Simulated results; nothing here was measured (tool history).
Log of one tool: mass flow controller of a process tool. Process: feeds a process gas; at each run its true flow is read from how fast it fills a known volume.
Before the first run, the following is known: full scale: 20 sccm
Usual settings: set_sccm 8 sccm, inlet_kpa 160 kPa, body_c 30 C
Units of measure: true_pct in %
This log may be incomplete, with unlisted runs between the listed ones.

run	hour	set_sccm	inlet_kpa	body_c	true_pct
1	0.0	8	160	30	97.78
2	53.1	12	160	30	98.81
3	135.6	8	160	30	97.78
4	205.6	8	160	36	98.28
5	271.9	8	160	36	98.35
6	335.6	8	160	30	97.67
# hour 342.3: controller's zero set anew
7	428.8	11	160	30	98.31
8	497.1	11	160	30	98.31
# hour 561.9: controller's zero set anew, once more
9	570.0	9	160	30	99.12
10	665.7	9	160	30	99.11
11	760.2	8	160	32	99.10
12	819.0	10	184	21	98.72
13	886.2	10	184	21	98.59
14	940.0	8	160	33	99.34
15	1035.3	8	160	33	99.12
16	1081.4	8	160	33	99.08
17	1181.3	18	161	33	100.88
18	1253.7	18	161	33	100.87
19	1317.7	17	160	36	101.02

3 ways to go on from here, each from the tool as it stands after run 19. What would each give?
A	1409.5	17	160	22	?
B	1409.5	17	158	24	?
C	1409.5	17	266	30	?

run	true_pct
A	99.91
B	99.95
C	101.17
Without the tool's hidden state the same runs would have given:
run	true_pct
A	99.15
B	99.18
C	100.40
